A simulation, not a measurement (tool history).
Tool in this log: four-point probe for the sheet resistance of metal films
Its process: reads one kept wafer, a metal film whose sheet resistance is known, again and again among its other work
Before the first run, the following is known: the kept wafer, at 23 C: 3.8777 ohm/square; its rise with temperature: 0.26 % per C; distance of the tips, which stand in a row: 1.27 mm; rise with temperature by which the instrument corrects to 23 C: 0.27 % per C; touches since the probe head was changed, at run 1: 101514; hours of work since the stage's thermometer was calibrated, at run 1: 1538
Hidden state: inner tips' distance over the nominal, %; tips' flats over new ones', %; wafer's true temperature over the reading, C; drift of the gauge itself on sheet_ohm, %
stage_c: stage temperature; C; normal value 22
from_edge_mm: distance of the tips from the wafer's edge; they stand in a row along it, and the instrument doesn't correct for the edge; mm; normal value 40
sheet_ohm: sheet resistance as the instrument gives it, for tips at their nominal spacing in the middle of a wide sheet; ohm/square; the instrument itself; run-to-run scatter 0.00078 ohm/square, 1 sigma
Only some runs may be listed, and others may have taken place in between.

| run | day | stage_c | from_edge_mm | touches since the probe head was changed | hours of work since the stage's thermometer was calibrated | sheet_ohm |
|---|---|---|---|---|---|---|
| 1 | 0.000 | 22 | 40 | 101514 | 1538 | 3.850882 |
| 2 | 2.650 | 22 | 40 | 104374 | 1573 | 3.849697 |
| 3 | 4.042 | 22 | 12 | 105874 | 1592 | 3.871514 |
| 4 | 6.538 | 22 | 12 | 108568 | 1625 | 3.871392 |
| 5 | 9.079 | 22 | 12 | 111310 | 1659 | 3.870429 |
| 6 | 11.833 | 22 | 12 | 114285 | 1695 | 3.870634 |
| 7 | 13.154 | 26 | 12 | 115708 | 1713 | 3.870256 |
| 8 | 14.421 | 26 | 12 | 117076 | 1730 | 3.869576 |
|  | 14.583 | stage's thermometer calibrated |
| 9 | 16.296 | 26 | 12 | 119078 | 23 | 3.866102 |
| 10 | 17.646 | 26 | 12 | 120535 | 41 | 3.868527 |
| 11 | 19.892 | 22 | 37 | 122959 | 71 | 3.845524 |
| 12 | 21.329 | 25 | 40 | 124508 | 90 | 3.844650 |
| 13 | 23.275 | 25 | 40 | 126608 | 116 | 3.845473 |
| 14 | 25.512 | 25 | 40 | 129021 | 145 | 3.844741 |
| 15 | 27.479 | 25 | 40 | 131146 | 172 | 3.844726 |
|  | 28.600 | stage's thermometer calibrated, once more |
| 16 | 28.775 | 25 | 15 | 132523 | 2 | 3.865751 |
| 17 | 30.192 | 25 | 4 | 134047 | 21 | 4.048377 |
| 18 | 32.108 | 25 | 4 | 136118 | 47 | 4.046490 |
| 19 | 33.433 | 32 | 22 | 137549 | 64 | 3.855038 |
| 20 | 34.812 | 28 | 9 | 139036 | 83 | 3.888359 |
| 21 | 36.571 | 28 | 9 | 140932 | 106 | 3.888017 |
| 22 | 38.046 | 23 | 18 | 142525 | 126 | 3.859437 |
| 23 | 39.392 | 31 | 40 | 143975 | 144 | 3.848819 |
| 24 | 40.725 | 25 | 30 | 145414 | 161 | 3.851701 |
| 25 | 42.450 | 20 | 30 | 147278 | 184 | 3.854995 |
| 26 | 44.862 | 23 | 9 | 149880 | 216 | 3.889205 |
| 27 | 46.746 | 19 | 18 | 151914 | 241 | 3.858863 |
| 28 | 48.288 | 22 | 13 | 153576 | 262 | 3.868693 |

Hidden state at the last listed run before each entry between runs and at the first one after, where it differs:
Between runs 8 and 9: stage's thermometer calibrated (day 14.583)
  inner tips' distance over the nominal, %: -0.601 -> -0.605; wafer's true temperature over the reading, C: -0.62 -> -0.71
  what was measured, less what the result would be without the hidden state, sheet_ohm: -0.031575 -> -0.032611 ohm/square
Between runs 15 and 16: stage's thermometer calibrated, once more (day 28.600)
  inner tips' distance over the nominal, %: -0.639 -> -0.643; tips' flats over new ones', %: 35 -> 36; wafer's true temperature over the reading, C: -0.75 -> -0.01
  what was measured, less what the result would be without the hidden state, sheet_ohm: -0.034326 -> -0.027126 ohm/square
